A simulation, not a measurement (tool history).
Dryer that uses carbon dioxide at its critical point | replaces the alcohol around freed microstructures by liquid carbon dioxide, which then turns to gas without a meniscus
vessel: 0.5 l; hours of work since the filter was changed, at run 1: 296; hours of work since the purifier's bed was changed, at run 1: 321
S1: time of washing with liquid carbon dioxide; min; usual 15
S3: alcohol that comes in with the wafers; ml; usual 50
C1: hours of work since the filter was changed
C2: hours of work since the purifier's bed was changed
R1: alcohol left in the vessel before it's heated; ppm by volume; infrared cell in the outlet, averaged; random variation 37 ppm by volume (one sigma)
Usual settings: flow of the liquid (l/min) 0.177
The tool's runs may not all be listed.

Run 1, day 0.000: usual settings; C1 296; C2 321. Result: R1 3777 ppm by volume.
Run 2, day 0.371: usual settings but S3 116 ml; C1 302; C2 327. Result: R1 8617 ppm by volume.
Run 3, day 1.254: usual settings but S3 116 ml; C1 318; C2 342. Result: R1 9020 ppm by volume.
Run 4, day 1.629: usual settings; C1 324; C2 349. Result: R1 3899 ppm by volume.
Run 5, day 2.312: usual settings; C1 336; C2 360. Result: R1 3964 ppm by volume.
Run 6, day 3.212: usual settings; C1 351; C2 376. Result: R1 3997 ppm by volume.
Run 7, day 3.750: usual settings; C1 360; C2 385. Result: R1 4102 ppm by volume.
Run 8, day 4.492: usual settings but flow of the liquid (l/min) 0.265; C1 373; C2 397. Result: R1 839 ppm by volume.
Run 9, day 5.025: usual settings but flow of the liquid (l/min) 0.265; C1 382; C2 407. Result: R1 875 ppm by volume.
Run 10, day 5.454: usual settings; C1 389; C2 414. Result: R1 4221 ppm by volume.
Run 11, day 6.021: usual settings; C1 399; C2 424. Result: R1 4223 ppm by volume.
Run 12, day 6.542: usual settings; C1 408; C2 432. Result: R1 4389 ppm by volume.
Run 13, day 6.967: usual settings but S3 27 ml; C1 415; C2 440. Result: R1 2422 ppm by volume.
Run 14, day 7.404: usual settings but S3 27 ml; C1 422; C2 447. Result: R1 2413 ppm by volume.
At day 7.583: inlet filter changed.
Run 15, day 7.892: usual settings; C1 5; C2 455. Result: R1 2557 ppm by volume.
Run 16, day 8.571: usual settings; C1 17; C2 466. Result: R1 2528 ppm by volume.
Run 17, day 9.204: usual settings but S1 24 min; C1 28; C2 477. Result: R1 333 ppm by volume.
Run 18, day 10.112: usual settings; C1 43; C2 492. Result: R1 2651 ppm by volume.
Run 19, day 11.017: usual settings; C1 58; C2 508. Result: R1 2722 ppm by volume.
Run 20, day 11.846: usual settings but S1 11 min; C1 73; C2 522. Result: R1 7082 ppm by volume.
Run 21, day 12.404: usual settings but S1 11 min; C1 82; C2 532. Result: R1 7346 ppm by volume.
Run 22, day 13.058: usual settings; C1 93; C2 543. Result: R1 2838 ppm by volume.
Run 23, day 13.875: usual settings; C1 107; C2 557. Result: R1 2938 ppm by volume.
Run 24, day 14.625: usual settings; C1 120; C2 569. Result: R1 2961 ppm by volume.
Run 25, day 14.996: usual settings but S1 10 min, flow of the liquid (l/min) 0.190, S3 23 ml; C1 126; C2 576. Result: R1 3656 ppm by volume.
Run 26, day 15.658: usual settings but S1 22 min, S3 99 ml; C1 138; C2 587. Result: R1 1200 ppm by volume.
Run 27, day 16.129: usual settings but S1 22 min, S3 99 ml; C1 146; C2 595. Result: R1 1182 ppm by volume.
Run 28, day 16.988: usual settings but S1 11 min, S3 55 ml; C1 160; C2 610. Result: R1 8568 ppm by volume.
Run 29, day 17.454: usual settings but S1 20 min, S3 65 ml; C1 168; C2 617. Result: R1 1303 ppm by volume.
Run 30, day 17.875: usual settings but S1 20 min, flow of the liquid (l/min) 0.158, S3 59 ml; C1 175; C2 625. Result: R1 1977 ppm by volume.
Run 31, day 18.683: usual settings but S1 20 min, flow of the liquid (l/min) 0.158, S3 59 ml; C1 189; C2 638. Result: R1 2015 ppm by volume.
Run 32, day 19.325: usual settings but S1 14 min, S3 93 ml; C1 200; C2 649. Result: R1 7678 ppm by volume.
Run 33, day 20.233: usual settings but S1 19 min, flow of the liquid (l/min) 0.125, S3 93 ml; C1 215; C2 665. Result: R1 9087 ppm by volume.
Run 34, day 21.042: usual settings but S1 19 min, flow of the liquid (l/min) 0.125, S3 93 ml; C1 229; C2 679. Result: R1 9116 ppm by volume.
Run 35, day 21.925: usual settings but S1 19 min, flow of the liquid (l/min) 0.125, S3 93 ml; C1 244; C2 694. Result: R1 9233 ppm by volume.
Run 36, day 22.767: usual settings but S1 19 min, flow of the liquid (l/min) 0.125, S3 77 ml; C1 259; C2 708. Result: R1 7719 ppm by volume.
Run 37, day 23.462: usual settings but S1 9 min, flow of the liquid (l/min) 0.119, S3 25 ml; C1 270; C2 720. Result: R1 13280 ppm by volume.
Run 38, day 24.258: usual settings but S1 9 min, flow of the liquid (l/min) 0.119, S3 25 ml; C1 284; C2 733. Result: R1 13204 ppm by volume.
Run 39, day 25.062: usual settings but S1 13 min, flow of the liquid (l/min) 0.122; C1 298; C2 747. Result: R1 14615 ppm by volume.
Run 40, day 25.504: usual settings but S1 22 min, flow of the liquid (l/min) 0.124, S3 119 ml; C1 305; C2 755. Result: R1 8235 ppm by volume.
Run 41, day 26.388: usual settings but S1 22 min, flow of the liquid (l/min) 0.124, S3 119 ml; C1 320; C2 770. Result: R1 8330 ppm by volume.
Run 42, day 27.021: usual settings but S1 22 min, flow of the liquid (l/min) 0.124, S3 119 ml; C1 331; C2 780. Result: R1 8406 ppm by volume.
Run 43, day 27.750: usual settings but flow of the liquid (l/min) 0.123, S3 53 ml; C1 343; C2 793. Result: R1 11119 ppm by volume.
Run 44, day 28.200: usual settings but S1 13 min; C1 351; C2 800. Result: R1 6052 ppm by volume.
Run 45, day 28.588: usual settings but flow of the liquid (l/min) 0.119; C1 358; C2 807. Result: R1 11790 ppm by volume.

Hidden state or all else? Some run-to-run changes of R1, split into what the settings, what came in and random variation would give without the hidden state, and what is left for the hidden state (with any gauge scatter that isn't in both results):
The hidden state here: flow that reaches the vessel past the clogged filter, %; alcohol in the recycled carbon dioxide, ppm; drift of the gauge itself on alcohol_ppm, %.
Run 1 -> 2: S3 50 -> 116. R1 +4840 ppm by volume: hidden state +1711, all else +3129.
Run 3 -> 4: S3 116 -> 50. R1 -5121 ppm by volume: hidden state -1833, all else -3288.
Run 9 -> 10: flow of the liquid (l/min) 0.265 -> 0.177. R1 +3346 ppm by volume: hidden state +1302, all else +2044.
Run 27 -> 28: S1 22 -> 11, S3 99 -> 55. R1 +7386 ppm by volume: hidden state +1037, all else +6349.
Run 28 -> 29: S1 11 -> 20, S3 55 -> 65. R1 -7265 ppm by volume: hidden state -990, all else -6275.
Run 39 -> 40: S1 13 -> 22, flow of the liquid (l/min) 0.122 -> 0.124, S3 50 -> 119. R1 -6380 ppm by volume: hidden state -302, all else -6078.
